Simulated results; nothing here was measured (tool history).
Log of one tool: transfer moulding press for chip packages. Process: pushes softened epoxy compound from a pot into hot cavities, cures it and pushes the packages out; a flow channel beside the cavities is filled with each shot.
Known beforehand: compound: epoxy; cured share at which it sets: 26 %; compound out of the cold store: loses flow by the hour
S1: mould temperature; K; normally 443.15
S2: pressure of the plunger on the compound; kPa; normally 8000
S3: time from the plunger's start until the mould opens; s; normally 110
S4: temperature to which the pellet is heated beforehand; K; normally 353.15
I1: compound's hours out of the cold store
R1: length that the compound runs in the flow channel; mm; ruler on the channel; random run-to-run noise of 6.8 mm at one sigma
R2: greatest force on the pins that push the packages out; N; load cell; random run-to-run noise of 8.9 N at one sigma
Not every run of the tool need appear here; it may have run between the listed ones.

Run 1, hour 0.0: usual settings; I1 13.5. Result: R1 876 mm, R2 407 N.
Run 2, hour 8.5: usual settings; I1 41.6. Result: R1 737 mm, R2 482 N.
Run 3, hour 16.7: usual settings; I1 43.8. Result: R1 733 mm, R2 515 N.
Run 4, hour 24.2: usual settings; I1 10.2. Result: R1 883 mm, R2 575 N.
Run 5, hour 28.6: usual settings; I1 11.7. Result: R1 880 mm, R2 633 N.
Run 6, hour 38.7: usual settings but S2 6100 kPa; I1 44.7. Result: R1 618 mm, R2 613 N.
Run 7, hour 46.4: usual settings but S2 6100 kPa; I1 26.6. Result: R1 697 mm, R2 666 N.
Run 8, hour 53.9: usual settings; I1 20.4. Result: R1 833 mm, R2 705 N.
At hour 57.8: cavities cleaned with cleaning compound and waxed.
Run 9, hour 65.8: usual settings; I1 23.4. Result: R1 821 mm, R2 470 N.
Run 10, hour 75.8: usual settings; I1 36.4. Result: R1 740 mm, R2 540 N.
Run 11, hour 82.6: usual settings; I1 40.0. Result: R1 735 mm, R2 576 N.
Run 12, hour 87.4: usual settings; I1 31.1. Result: R1 767 mm, R2 594 N.
Run 13, hour 96.2: usual settings but S1 439.15 K, S2 7590 kPa, S3 112 s, S4 350.15 K; I1 43.1. Result: R1 701 mm, R2 725 N.
Run 14, hour 104.8: usual settings but S4 354.15 K; I1 18.6. Result: R1 831 mm, R2 686 N.
Run 15, hour 111.8: usual settings but S1 442.15 K, S3 134 s; I1 39.7. Result: R1 729 mm, R2 664 N.
At hour 115.0: cavities cleaned with cleaning compound and waxed.
Run 16, hour 120.8: usual settings but S2 9890 kPa; I1 8.6. Result: R1 978 mm, R2 481 N.
Run 17, hour 128.1: usual settings but S2 9890 kPa, S3 93 s, S4 361.15 K; I1 24.8. Result: R1 874 mm, R2 640 N.
Run 18, hour 135.9: usual settings but S2 6350 kPa; I1 30.1. Result: R1 684 mm, R2 574 N.
Run 19, hour 142.6: usual settings but S1 442.15 K, S2 7020 kPa, S4 359.15 K; I1 11.0. Result: R1 803 mm, R2 643 N.
Run 20, hour 152.4: usual settings but S1 442.15 K, S2 6920 kPa, S3 147 s, S4 361.15 K; I1 46.2. Result: R1 645 mm, R2 595 N.
Run 21, hour 157.9: usual settings but S4 359.15 K; I1 33.4. Result: R1 755 mm, R2 674 N.
Run 22, hour 162.9: usual settings but S4 359.15 K; I1 30.6. Result: R1 769 mm, R2 719 N.
Run 23, hour 168.9: usual settings but S1 437.15 K, S2 9180 kPa, S3 123 s, S4 345.15 K; I1 22.2. Result: R1 876 mm, R2 855 N.
At hour 172.5: cavities cleaned with cleaning compound and waxed.
Run 24, hour 179.2: usual settings but S1 446.15 K, S2 8650 kPa, S3 120 s, S4 362.15 K; I1 16.7. Result: R1 865 mm, R2 429 N.

Predict each of these 3 candidate next runs independently; none follows another, all start after run 24:
Run A, hour 188.2: usual settings but S2 8400 kPa, S4 361.15 K; I1 8.6. Result: R1 ?, R2 ?.
Run B, hour 188.2: usual settings but S3 122 s, S4 349.15 K; I1 46.8. Result: R1 ?, R2 ?.
Run C, hour 188.2: usual settings but S1 447.15 K, S2 7240 kPa, S3 120 s, S4 355.15 K; I1 13.0. Result: R1 ?, R2 ?.

run   R1   R2
  A  890  555
  B  688  524
  C  797  483
With the hidden condition removed and each run's random variation left untouched, the same runs would have given:
run   R1   R2
  A  942  410
  B  728  389
  C  843  359

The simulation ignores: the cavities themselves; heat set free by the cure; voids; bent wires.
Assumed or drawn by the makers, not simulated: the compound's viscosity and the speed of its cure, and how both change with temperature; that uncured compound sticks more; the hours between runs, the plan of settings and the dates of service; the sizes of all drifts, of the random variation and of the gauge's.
